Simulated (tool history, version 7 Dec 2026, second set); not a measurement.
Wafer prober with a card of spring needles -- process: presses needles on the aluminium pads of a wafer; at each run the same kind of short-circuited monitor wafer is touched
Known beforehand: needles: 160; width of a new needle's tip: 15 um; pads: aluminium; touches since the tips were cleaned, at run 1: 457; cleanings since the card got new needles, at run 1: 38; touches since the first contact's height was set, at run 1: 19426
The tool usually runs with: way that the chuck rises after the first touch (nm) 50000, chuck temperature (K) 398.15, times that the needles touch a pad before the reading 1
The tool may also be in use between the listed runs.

run	hour	way that the chuck rises after the first touch (nm)	chuck temperature (K)	times that the needles touch a pad before the reading	touches since the tips were cleaned	cleanings since the card got new needles	touches since the first contact's height was set	resistance of one needle with its contact and lead (mohm)	way that a needle slides on the pad (nm)
1	0.0	50000	398.15	1	457	38	19426	290	11210
# hour 15.5: tips cleaned on abrasive film
# hour 34.9: tips cleaned on abrasive film
2	44.2	31000	398.15	1	4141	40	39087	309	7010
# hour 52.0: tips cleaned on abrasive film
# hour 71.4: tips cleaned on abrasive film
# hour 90.8: tips cleaned on abrasive film
# hour 107.5: tips cleaned on abrasive film
3	107.5	31000	398.15	1	0	44	67219	301	6900
# hour 126.9: tips cleaned on abrasive film
# hour 146.3: tips cleaned on abrasive film
# hour 165.7: tips cleaned on abrasive film
# hour 177.6: height of the first contact set anew
# hour 185.4: tips cleaned on abrasive film
4	190.1	31000	398.15	1	2112	48	5561	307	6920
# hour 201.8: tips cleaned on abrasive film
# hour 221.2: tips cleaned on abrasive film
# hour 240.6: tips cleaned on abrasive film
# hour 260.0: tips cleaned on abrasive film
# hour 279.4: tips cleaned on abrasive film
5	283.9	31000	398.15	1	2045	53	47268	304	6990
# hour 295.6: tips cleaned on abrasive film
# hour 315.0: tips cleaned on abrasive film
# hour 334.4: tips cleaned on abrasive film
6	335.4	31000	398.15	1	443	56	70131	314	6960
# hour 350.9: tips cleaned on abrasive film
# hour 370.3: tips cleaned on abrasive film
# hour 389.7: tips cleaned on abrasive film
# hour 397.7: height of the first contact set anew
# hour 409.4: tips cleaned on abrasive film
# hour 428.8: tips cleaned on abrasive film
7	431.7	31000	398.15	1	1304	61	15100	302	6940
# hour 447.2: tips cleaned on abrasive film
# hour 462.8: tips cleaned on abrasive film
8	472.5	31000	398.15	1	4344	63	33241	306	6930
# hour 480.3: tips cleaned on abrasive film
# hour 499.7: tips cleaned on abrasive film
9	512.5	31000	398.15	1	5742	65	51054	312	7000
# hour 516.5: tips cleaned on abrasive film
# hour 535.9: tips cleaned on abrasive film
# hour 555.3: tips cleaned on abrasive film
# hour 574.7: tips cleaned on abrasive film
10	576.2	50000	308.15	1	672	69	79316	261	11140
# hour 591.7: tips cleaned on abrasive film
# hour 611.1: tips cleaned on abrasive film
# hour 619.1: height of the first contact set anew
# hour 630.8: tips cleaned on abrasive film
11	642.8	50000	308.15	1	5360	72	10535	261	11230
# hour 646.7: tips cleaned on abrasive film
# hour 666.1: tips cleaned on abrasive film
# hour 681.7: tips cleaned on abrasive film
# hour 701.1: tips cleaned on abrasive film
# hour 720.4: tips cleaned on abrasive film
12	728.3	50000	398.15	1	3497	77	48522	289	11160
# hour 736.0: tips cleaned on abrasive film
# hour 755.4: tips cleaned on abrasive film
# hour 774.8: tips cleaned on abrasive film
13	784.7	50000	398.15	1	4409	80	73593	290	11210
# hour 792.5: tips cleaned on abrasive film
# hour 811.9: tips cleaned on abrasive film
# hour 831.3: tips cleaned on abrasive film
14	834.4	50000	314.15	1	1380	83	95668	261	11140
# hour 838.5: height of the first contact set anew
# hour 850.2: tips cleaned on abrasive film
# hour 869.6: tips cleaned on abrasive film
# hour 889.0: tips cleaned on abrasive film
# hour 908.4: tips cleaned on abrasive film
15	922.7	52000	298.15	2	6414	87	37455	255	11660
# hour 926.7: tips cleaned on abrasive film
# hour 946.1: tips cleaned on abrasive film
# hour 965.5: tips cleaned on abrasive film
# hour 984.8: tips cleaned on abrasive film
16	995.8	50000	311.15	3	4887	91	69933	263	11200
# hour 1003.6: tips cleaned on abrasive film
# hour 1023.0: tips cleaned on abrasive film
# hour 1042.4: tips cleaned on abrasive film
17	1046.0	50000	311.15	3	1606	94	92234	260	11250
# hour 1057.9: height of the first contact set anew
# hour 1061.8: tips cleaned on abrasive film
# hour 1081.2: tips cleaned on abrasive film
# hour 1100.6: tips cleaned on abrasive film
18	1100.9	70000	371.15	2	125	97	19094	270	15660
# hour 1116.4: tips cleaned on abrasive film
# hour 1135.8: tips cleaned on abrasive film
19	1150.1	41000	339.15	2	6413	99	41028	277	9110
# hour 1154.1: tips cleaned on abrasive film
# hour 1173.5: tips cleaned on abrasive film
# hour 1192.9: tips cleaned on abrasive film
# hour 1212.3: tips cleaned on abrasive film
# hour 1231.7: tips cleaned on abrasive film
20	1235.9	32000	339.15	1	1905	104	79148	281	7260
# hour 1247.6: tips cleaned on abrasive film
# hour 1263.1: tips cleaned on abrasive film
# hour 1278.9: height of the first contact set anew
# hour 1282.8: tips cleaned on abrasive film
21	1284.7	32000	330.15	2	839	107	2564	281	7210
# hour 1300.2: tips cleaned on abrasive film
# hour 1319.6: tips cleaned on abrasive film
# hour 1339.0: tips cleaned on abrasive film
# hour 1354.6: tips cleaned on abrasive film
22	1356.8	59000	398.15	1	1023	111	34628	283	13210
# hour 1372.4: tips cleaned on abrasive film
# hour 1387.9: tips cleaned on abrasive film
# hour 1407.3: tips cleaned on abrasive film
23	1421.9	33000	301.15	1	6533	114	63580	269	7340
# hour 1425.9: tips cleaned on abrasive film
# hour 1441.4: tips cleaned on abrasive film
# hour 1460.8: tips cleaned on abrasive film
# hour 1480.2: tips cleaned on abrasive film
# hour 1499.6: tips cleaned on abrasive film
# hour 1499.9: height of the first contact set anew
24	1512.2	44000	367.15	1	5499	119	5499	281	9810
# hour 1516.2: tips cleaned on abrasive film
# hour 1535.5: tips cleaned on abrasive film
# hour 1553.1: tips cleaned on abrasive film
25	1553.1	54000	307.15	1	0	122	23658	255	12010

Forecast each of these 3 alternatives for the next run:
# hour 1572.5: tips cleaned on abrasive film
# hour 1591.9: tips cleaned on abrasive film
# hour 1611.3: tips cleaned on abrasive film
# hour 1628.9: tips cleaned on abrasive film
A	1628.9	32000	398.15	1	0	126	57367	?	?
# hour 1572.5: tips cleaned on abrasive film
# hour 1591.9: tips cleaned on abrasive film
# hour 1611.3: tips cleaned on abrasive film
# hour 1628.9: tips cleaned on abrasive film
B	1628.9	41000	307.15	1	0	126	57367	?	?
# hour 1572.5: tips cleaned on abrasive film
# hour 1591.9: tips cleaned on abrasive film
# hour 1611.3: tips cleaned on abrasive film
# hour 1628.9: tips cleaned on abrasive film
C	1628.9	54000	316.15	1	0	126	57367	?	?

run	resistance of one needle with its contact and lead (mohm)	way that a needle slides on the pad (nm)
A	300	7150
B	266	9190
C	261	12120
Without the tool's unlogged condition, the same runs would have read:
run	resistance of one needle with its contact and lead (mohm)	way that a needle slides on the pad (nm)
A	300	7150
B	265	9190
C	261	12120
